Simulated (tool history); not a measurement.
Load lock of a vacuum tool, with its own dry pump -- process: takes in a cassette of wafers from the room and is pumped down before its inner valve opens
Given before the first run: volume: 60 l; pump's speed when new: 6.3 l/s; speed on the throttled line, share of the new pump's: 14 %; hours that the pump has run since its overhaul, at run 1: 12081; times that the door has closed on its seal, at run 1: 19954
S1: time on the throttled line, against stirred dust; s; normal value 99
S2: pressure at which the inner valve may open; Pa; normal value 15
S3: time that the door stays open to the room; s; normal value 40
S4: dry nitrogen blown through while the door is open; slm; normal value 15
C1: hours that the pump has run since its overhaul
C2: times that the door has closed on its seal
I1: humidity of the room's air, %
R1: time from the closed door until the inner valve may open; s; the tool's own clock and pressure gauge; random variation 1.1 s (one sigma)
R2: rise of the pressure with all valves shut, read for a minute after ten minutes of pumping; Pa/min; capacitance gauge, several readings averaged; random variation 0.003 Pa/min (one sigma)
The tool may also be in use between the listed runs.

run     hour   S1  S2   S3  S4     C1     C2    I1     R1     R2
  1      0.0   99  15   40  15  12081  19954  45.6  192.4  0.757
       127.0  -- door's seal changed, seat wiped
  2    559.8   99  15   40  15  12639    916  45.7  193.1  0.027
      1023.4  -- dry pump taken out, an overhauled one fitted
  3   1152.1   99  15   40  15    129   2157  45.0  169.5  0.036
  4   1544.9   99  15   40  15    522   2989  44.8  171.6  0.057
  5   2142.7   99  15   40  17   1119   4254  45.5  172.5  0.074
  6   2672.7   99  15   40  17   1649   5376  45.7  172.3  0.098
  7   3069.1   99  15   40  15   2046   6214  39.5  172.6  0.119
  8   3558.1   99  15   40  15   2535   7249  43.6  174.0  0.142
  9   4137.9   73  15   40  15   3115   8477  45.6  151.4  0.182
 10   4624.6   73  18   40  15   3601   9507  44.2  150.8  0.219
 11   5250.7   73  18   40  15   4227  10832  45.0  150.8  0.259
 12   5611.4   73  18   40  15   4588  11596  49.3  154.7  0.292
 13   5900.5   73  18   40  15   4877  12207  44.1  152.8  0.305
 14   6190.2   99  15   40  15   5167  12821  47.5  180.6  0.327
 15   6733.8   99  15   40  15   5710  13971  46.3  177.8  0.372
 16   7290.9   99  26  156  33   6268  15150  43.9  172.8  0.446
 17   7551.5  187  26  112  33   6528  15702  43.9  248.6  0.464
 18   8152.3  187  20  112  33   7129  16974  43.8  249.7  0.531
 19   8609.5   99  15  164  17   7586  17941  44.5  181.1  0.577
 20   9095.8   99  15  164  17   8072  18971  42.7  180.8  0.650
 21   9654.6   99  15  164  17   8631  20153  46.2  183.3  0.729
      9684.1  -- door's seal changed, seat wiped
 22  10242.5   99  15   95  26   9218   1182  41.7  184.6  0.031
 23  10524.3   99  15   95  26   9499   1778  48.1  186.3  0.040
 24  10969.5   99  15   95  26   9945   2720  41.3  188.2  0.051
 25  11521.5   99  15   62   6  10497   3889  46.4  186.7  0.077
 26  12142.2   67  15   40   5  11117   5202  45.5  161.1  0.108
 27  12584.3   67  15   40   5  11559   6138  45.2  162.4  0.129

Consider 4 possible next runs. They are alternatives, not a sequence: every one starts from the tool as it was left by run 27. What does each give?
  A  12943.3  71  19  40  15  11918  6898  43.9   ?   ?
  B  12943.3  67  15  40  10  11918  6898  46.0   ?   ?
  C  12943.3  67  12  41   5  11918  6898  47.2   ?   ?
  D  12943.3  67  15  40  31  11918  6898  45.8   ?   ?

run     R1     R2
  A  163.4  0.135
  B  162.9  0.147
  C  164.9  0.152
  D  163.5  0.143
Stripped of hidden state, with their random variation kept, the same runs would have yielded:
run     R1     R2
  A  143.1  0.004
  B  141.8  0.014
  C  143.3  0.022
  D  142.4  0.011
